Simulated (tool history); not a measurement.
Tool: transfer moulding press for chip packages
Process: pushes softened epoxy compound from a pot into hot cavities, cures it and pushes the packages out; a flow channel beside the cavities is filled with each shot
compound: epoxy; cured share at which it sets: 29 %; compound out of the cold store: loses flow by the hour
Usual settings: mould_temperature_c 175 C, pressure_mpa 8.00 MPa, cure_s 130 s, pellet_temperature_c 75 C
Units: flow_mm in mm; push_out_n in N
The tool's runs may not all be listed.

run     day  mould_temperature_c  pressure_mpa  cure_s  pellet_temperature_c  incoming compound's hours out of the cold store  flow_mm  push_out_n
  1   0.000                  175          8.00     130                    75                                             45.4      867         355
      0.933  -- cavities cleaned with cleaning compound and waxed
  2   3.842                  175          8.00     130                    75                                             36.9      891         362
  3   6.542                  175          8.00     130                    75                                             42.9      861         363
      7.133  -- cavities cleaned with cleaning compound and waxed
  4   8.992                  175          8.00     130                    75                                             12.4     1024         390
  5  12.758                  175          8.00     168                    75                                             47.3      843         318
     13.262  -- cavities cleaned with cleaning compound and waxed
  6  14.692                  175          8.00     168                    75                                             44.0      860         325
  7  18.017                  175          8.00     168                    81                                              8.2     1043         324
     19.383  -- cavities cleaned with cleaning compound and waxed
     20.346  -- plunger's sealing rings changed
  8  20.475                  175          8.00     130                    75                                             40.5      886         354
  9  22.371                  175          8.00     131                    75                                             23.5      956         367
     25.550  -- cavities cleaned with cleaning compound and waxed
 10  25.933                  175          8.00     131                    75                                             17.2     1012         371
 11  27.900                  175          8.00     130                    83                                             30.8      912         367
 12  30.050                  175          8.00     130                    83                                             11.4     1031         366
     31.758  -- cavities cleaned with cleaning compound and waxed
 13  33.950                  175          8.00     130                    75                                             25.9      952         376
     36.117  -- mould's thermocouples calibrated
 14  36.129                  175          8.00     130                    75                                             15.8     1001         389
     37.908  -- cavities cleaned with cleaning compound and waxed
 15  39.225                  175          8.00     130                    75                                             31.6      921         380
 16  41.275                  175          8.00     120                    70                                             46.3      850         380
     44.054  -- cavities cleaned with cleaning compound and waxed
 17  45.417                  175          8.00     120                    70                                              8.7     1043         442
 18  48.629                  179          7.97     121                    66                                             33.4      896         348
     50.075  -- cavities cleaned with cleaning compound and waxed
 19  50.496                  180          9.33     112                    75                                             19.2     1046         383
 20  53.450                  169          8.00     164                    75                                             32.3      929         370
     56.200  -- plunger's sealing rings changed
     56.262  -- cavities cleaned with cleaning compound and waxed
 21  56.708                  169          8.00     164                    75                                             40.2      907         365
 22  60.825                  171          8.00     130                    75                                             26.5      967         459
     62.433  -- cavities cleaned with cleaning compound and waxed
 23  62.612                  169          8.00     130                    79                                             29.9      954         514
 24  66.200                  175          7.01     158                    75                                             30.3      874         333
     68.492  -- cavities cleaned with cleaning compound and waxed
 25  68.496                  179          6.71     111                    70                                             45.4      782         379
 26  72.529                  176          7.75     137                    66                                             13.7      988         348
     74.508  -- cavities cleaned with cleaning compound and waxed
 27  75.112                  183          7.25     130                    75                                             24.3      886         338
 28  78.242                  175          8.39     130                    77                                             18.7     1009         380
     80.525  -- cavities cleaned with cleaning compound and waxed
 29  80.525                  175          8.39     130                    77                                             39.6      913         369

Forecast each of these 3 alternatives for the next run:
  A  84.346                  168          8.39     130                    67                                             33.2        ?           ?
  B  84.346                  178          6.38     130                    75                                             27.0        ?           ?
  C  84.346                  175          8.39     130                    83                                             30.0        ?           ?

run  flow_mm  push_out_n
  A      964         559
  B      817         343
  C      940         364
Without the tool's hidden state the same runs would have given:
run  flow_mm  push_out_n
  A      967         553
  B      819         338
  C      942         359
